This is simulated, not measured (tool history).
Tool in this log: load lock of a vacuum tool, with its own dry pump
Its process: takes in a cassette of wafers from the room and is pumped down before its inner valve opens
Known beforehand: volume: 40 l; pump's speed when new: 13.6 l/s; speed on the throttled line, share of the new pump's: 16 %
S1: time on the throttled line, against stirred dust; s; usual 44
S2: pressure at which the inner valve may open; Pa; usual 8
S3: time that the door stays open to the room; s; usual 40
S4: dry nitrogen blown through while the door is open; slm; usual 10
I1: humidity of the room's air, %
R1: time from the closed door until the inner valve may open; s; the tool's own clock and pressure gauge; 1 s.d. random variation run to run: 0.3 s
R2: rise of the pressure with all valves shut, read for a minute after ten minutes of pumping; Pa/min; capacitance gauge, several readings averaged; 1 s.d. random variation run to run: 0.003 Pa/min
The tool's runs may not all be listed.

run    hour  S1  S2   S3  S4    I1    R1     R2
  1     0.0  44   8   40  10  45.5  66.3  0.049
  2   101.8  44  13   40  10  44.8  64.8  0.046
  3   203.8  66   8   40  10  44.2  84.0  0.042
  4   271.4  66   8   40  10  45.9  85.2  0.051
  5   395.1  66   8   40  10  48.4  84.7  0.053
  6   519.7  66   8  216  10  45.8  84.5  0.099
  7   636.8  66   8  216  10  44.7  84.3  0.099
  8   753.7  66   8  216  10  41.9  84.8  0.098
  9   809.6  66   8  216  10  42.7  84.8  0.089
 10   887.7  66   8  216  10  47.2  85.3  0.107
 11   972.1  26   8  216  10  44.8  51.7  0.105
 12  1041.9  44   8   40  10  48.1  66.5  0.066
 13  1174.2  44   8   40  10  42.3  67.1  0.054
 14  1292.6  44   8   40  10  44.5  66.7  0.064
 15  1409.9  44   8   40  10  43.9  67.2  0.057
 16  1521.5  44   8   40  10  44.6  66.7  0.059
 17  1619.8  44   8   40  34  45.6  67.0  0.043
 18  1675.9  44   8   32  34  42.9  67.0  0.044
 19  1762.6  44   8   40  10  42.4  67.0  0.055
 20  1893.8  44   8   40  10  44.8  66.7  0.065
 21  2013.6  44   8   32  10  47.2  66.6  0.072
 22  2082.8  70  14   86  22  43.7  86.8  0.072
 23  2140.6  24   9  115   8  45.4  50.4  0.106
 24  2254.1  44   8   89  10  46.4  66.2  0.085
 25  2366.9  44   8   89  10  42.9  66.9  0.090
 26  2491.6  44   8   40   5  45.0  67.0  0.086
 27  2557.1  24   8   40   5  43.4  50.9  0.082
 28  2652.7  34   8   48  10  46.3  59.1  0.081
 29  2723.3  34  10   48  10  44.8  58.1  0.079
 30  2792.1  34  10   48  10  45.1  58.0  0.081
 31  2921.9  44   7   40  15  47.3  68.3  0.079
 32  3028.7  44   7   40  15  45.9  67.8  0.077
 33  3133.2  44  14   53  10  45.9  64.8  0.094
 34  3235.4  44  14   53  10  44.0  65.6  0.091
 35  3298.6  44   9   53  10  45.0  66.8  0.089
 36  3391.7  44   9   53  10  42.0  66.7  0.097
 37  3492.3  47   9   31   8  41.3  69.6  0.081
 38  3583.8  47   9   31   8  46.9  69.8  0.094

Measured result minus the same run's result without the hidden state. Both carry the same run-to-run variation, though not necessarily the same gauge scatter:
Hidden state present: pump's speed, % of a new pump's; leak at the door's seal, Pa l/s; drift of the gauge itself on ready_s, %; drift of the gauge itself on rise_pa_min, %.
run    R1      R2
  1  +1.5  +0.006
  2  +1.4  +0.007
  3  +1.2  +0.008
  4  +1.3  +0.009
  5  +1.3  +0.010
  6  +1.4  +0.012
  7  +1.4  +0.013
  8  +1.5  +0.014
  9  +1.5  +0.015
 10  +1.5  +0.015
 11  +2.1  +0.017
 12  +1.8  +0.017
 13  +1.8  +0.019
 14  +1.8  +0.020
 15  +1.8  +0.022
 16  +1.9  +0.023
 17  +1.9  +0.025
 18  +2.0  +0.026
 19  +2.0  +0.027
 20  +2.0  +0.028
 21  +2.1  +0.031
 22  +1.5  +0.031
 23  +2.4  +0.032
 24  +2.1  +0.033
 25  +2.1  +0.035
 26  +2.2  +0.036
 27  +2.6  +0.037
 28  +2.5  +0.039
 29  +2.4  +0.038
 30  +2.4  +0.041
 31  +2.5  +0.043
 32  +2.5  +0.044
 33  +2.1  +0.046
 34  +2.2  +0.047
 35  +2.5  +0.048
 36  +2.5  +0.051
 37  +2.4  +0.051
 38  +2.5  +0.053
